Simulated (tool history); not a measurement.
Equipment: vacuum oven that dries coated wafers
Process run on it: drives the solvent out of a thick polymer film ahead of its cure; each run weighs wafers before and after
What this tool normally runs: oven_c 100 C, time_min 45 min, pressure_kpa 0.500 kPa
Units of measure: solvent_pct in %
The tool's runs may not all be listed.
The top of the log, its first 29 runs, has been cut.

run 30 hour=1954.3 | oven_c=91 time_min=49 pressure_kpa=1.834 | solvent_pct=10.79
-- hour=1977.6 vacuum gauge cleaned of residue and calibrated
run 31 hour=2012.9 | oven_c=106 time_min=49 pressure_kpa=0.610 | solvent_pct=2.77
run 32 hour=2094.2 | oven_c=106 time_min=49 pressure_kpa=0.610 | solvent_pct=2.81
run 33 hour=2186.7 | oven_c=110 time_min=42 pressure_kpa=1.951 | solvent_pct=4.07
run 34 hour=2244.3 | oven_c=110 time_min=42 pressure_kpa=1.951 | solvent_pct=4.16
run 35 hour=2311.3 | oven_c=103 time_min=54 pressure_kpa=1.008 | solvent_pct=3.79
run 36 hour=2358.7 | oven_c=115 time_min=43 pressure_kpa=1.732 | solvent_pct=2.80
run 37 hour=2407.0 | oven_c=105 time_min=37 pressure_kpa=0.500 | solvent_pct=4.48
run 38 hour=2449.7 | oven_c=94 time_min=50 pressure_kpa=0.353 | solvent_pct=6.07
run 39 hour=2511.1 | oven_c=94 time_min=50 pressure_kpa=0.353 | solvent_pct=6.13
run 40 hour=2583.5 | oven_c=94 time_min=50 pressure_kpa=0.353 | solvent_pct=6.15
run 41 hour=2677.7 | oven_c=112 time_min=62 pressure_kpa=0.831 | solvent_pct=1.67
run 42 hour=2784.2 | oven_c=110 time_min=26 pressure_kpa=0.352 | solvent_pct=5.19

The next listed run, before its measurement:
run 43 hour=2851.5 | oven_c=110 time_min=26 pressure_kpa=0.352 | solvent_pct=?

solvent_pct: 5.37 %
With no hidden state in the tool, this same run would have given solvent_pct 4.58 %.
